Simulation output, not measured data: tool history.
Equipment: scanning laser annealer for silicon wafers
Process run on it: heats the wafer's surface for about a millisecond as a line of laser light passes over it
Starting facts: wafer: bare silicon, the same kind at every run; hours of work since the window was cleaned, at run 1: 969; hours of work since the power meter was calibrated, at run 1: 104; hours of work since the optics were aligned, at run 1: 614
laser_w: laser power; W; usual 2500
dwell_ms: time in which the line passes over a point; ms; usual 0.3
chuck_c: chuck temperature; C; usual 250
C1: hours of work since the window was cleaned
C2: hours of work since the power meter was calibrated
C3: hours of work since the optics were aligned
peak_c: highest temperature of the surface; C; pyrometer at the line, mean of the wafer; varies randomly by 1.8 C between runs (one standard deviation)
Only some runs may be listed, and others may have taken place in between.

{"run": 1, "hour": 0.0, "laser_w": 2500, "dwell_ms": 0.3, "chuck_c": 250, "C1": 969, "C2": 104, "C3": 614, "peak_c": 906}
{"run": 2, "hour": 13.6, "laser_w": 2500, "dwell_ms": 0.3, "chuck_c": 250, "C1": 977, "C2": 112, "C3": 622, "peak_c": 907}
{"run": 3, "hour": 23.1, "laser_w": 2500, "dwell_ms": 0.3, "chuck_c": 250, "C1": 982, "C2": 118, "C3": 627, "peak_c": 904}
{"run": 4, "hour": 34.2, "laser_w": 2500, "dwell_ms": 0.3, "chuck_c": 250, "C1": 989, "C2": 124, "C3": 634, "peak_c": 908}
{"hour": 40.7, "done": "window over the wafer cleaned"}
{"run": 5, "hour": 45.9, "laser_w": 2500, "dwell_ms": 0.3, "chuck_c": 250, "C1": 3, "C2": 130, "C3": 639, "peak_c": 936}
{"run": 6, "hour": 56.4, "laser_w": 2500, "dwell_ms": 0.3, "chuck_c": 282, "C1": 9, "C2": 136, "C3": 645, "peak_c": 968}
{"run": 7, "hour": 64.3, "laser_w": 2500, "dwell_ms": 0.3, "chuck_c": 282, "C1": 14, "C2": 140, "C3": 650, "peak_c": 967}
{"run": 8, "hour": 76.6, "laser_w": 2500, "dwell_ms": 0.3, "chuck_c": 282, "C1": 21, "C2": 147, "C3": 657, "peak_c": 970}
{"run": 9, "hour": 87.1, "laser_w": 2500, "dwell_ms": 0.3, "chuck_c": 254, "C1": 27, "C2": 153, "C3": 663, "peak_c": 940}
{"run": 10, "hour": 97.3, "laser_w": 2500, "dwell_ms": 0.3, "chuck_c": 254, "C1": 33, "C2": 159, "C3": 669, "peak_c": 941}
{"run": 11, "hour": 111.0, "laser_w": 2500, "dwell_ms": 0.3, "chuck_c": 254, "C1": 40, "C2": 167, "C3": 676, "peak_c": 938}
{"run": 12, "hour": 124.5, "laser_w": 2500, "dwell_ms": 0.3, "chuck_c": 250, "C1": 48, "C2": 175, "C3": 684, "peak_c": 937}
{"run": 13, "hour": 134.8, "laser_w": 2500, "dwell_ms": 0.3, "chuck_c": 250, "C1": 54, "C2": 181, "C3": 690, "peak_c": 933}
{"run": 14, "hour": 148.8, "laser_w": 2500, "dwell_ms": 0.269, "chuck_c": 250, "C1": 62, "C2": 189, "C3": 698, "peak_c": 899}
{"run": 15, "hour": 162.7, "laser_w": 2500, "dwell_ms": 0.269, "chuck_c": 250, "C1": 70, "C2": 197, "C3": 706, "peak_c": 898}
{"run": 16, "hour": 169.0, "laser_w": 2500, "dwell_ms": 0.266, "chuck_c": 250, "C1": 74, "C2": 200, "C3": 710, "peak_c": 896}
{"run": 17, "hour": 183.4, "laser_w": 2500, "dwell_ms": 0.266, "chuck_c": 250, "C1": 82, "C2": 209, "C3": 718, "peak_c": 893}
{"run": 18, "hour": 191.6, "laser_w": 2500, "dwell_ms": 0.266, "chuck_c": 258, "C1": 87, "C2": 213, "C3": 723, "peak_c": 901}
{"hour": 195.2, "done": "laser's power meter calibrated"}
{"run": 19, "hour": 204.2, "laser_w": 2500, "dwell_ms": 0.266, "chuck_c": 258, "C1": 92, "C2": 5, "C3": 728, "peak_c": 903}
{"run": 20, "hour": 212.4, "laser_w": 2500, "dwell_ms": 0.266, "chuck_c": 258, "C1": 97, "C2": 10, "C3": 733, "peak_c": 901}
{"run": 21, "hour": 221.4, "laser_w": 2500, "dwell_ms": 0.266, "chuck_c": 258, "C1": 102, "C2": 15, "C3": 738, "peak_c": 901}
{"run": 22, "hour": 232.3, "laser_w": 2734, "dwell_ms": 0.295, "chuck_c": 274, "C1": 108, "C2": 21, "C3": 745, "peak_c": 1026}
{"run": 23, "hour": 244.4, "laser_w": 2734, "dwell_ms": 0.295, "chuck_c": 274, "C1": 115, "C2": 28, "C3": 751, "peak_c": 1024}
{"run": 24, "hour": 250.7, "laser_w": 2202, "dwell_ms": 0.232, "chuck_c": 250, "C1": 119, "C2": 32, "C3": 755, "peak_c": 768}
{"run": 25, "hour": 259.9, "laser_w": 2515, "dwell_ms": 0.229, "chuck_c": 269, "C1": 124, "C2": 37, "C3": 760, "peak_c": 872}
{"hour": 266.5, "done": "laser's power meter calibrated, once more"}
{"run": 26, "hour": 270.1, "laser_w": 2515, "dwell_ms": 0.229, "chuck_c": 229, "C1": 128, "C2": 2, "C3": 765, "peak_c": 829}
{"run": 27, "hour": 281.2, "laser_w": 2742, "dwell_ms": 0.342, "chuck_c": 272, "C1": 135, "C2": 8, "C3": 771, "peak_c": 1078}
{"run": 28, "hour": 289.9, "laser_w": 2696, "dwell_ms": 0.364, "chuck_c": 285, "C1": 140, "C2": 13, "C3": 776, "peak_c": 1096}

Expected results for the next run?
{"run": 29, "hour": 300.6, "laser_w": 2475, "dwell_ms": 0.364, "chuck_c": 285, "C1": 146, "C2": 20, "C3": 782, "peak_c": "?"}

For run 29 the tool returned peak_c 1020 C.
On a tool with no hidden condition, and with the same random variation, this run would have come out at peak_c 1046 C.

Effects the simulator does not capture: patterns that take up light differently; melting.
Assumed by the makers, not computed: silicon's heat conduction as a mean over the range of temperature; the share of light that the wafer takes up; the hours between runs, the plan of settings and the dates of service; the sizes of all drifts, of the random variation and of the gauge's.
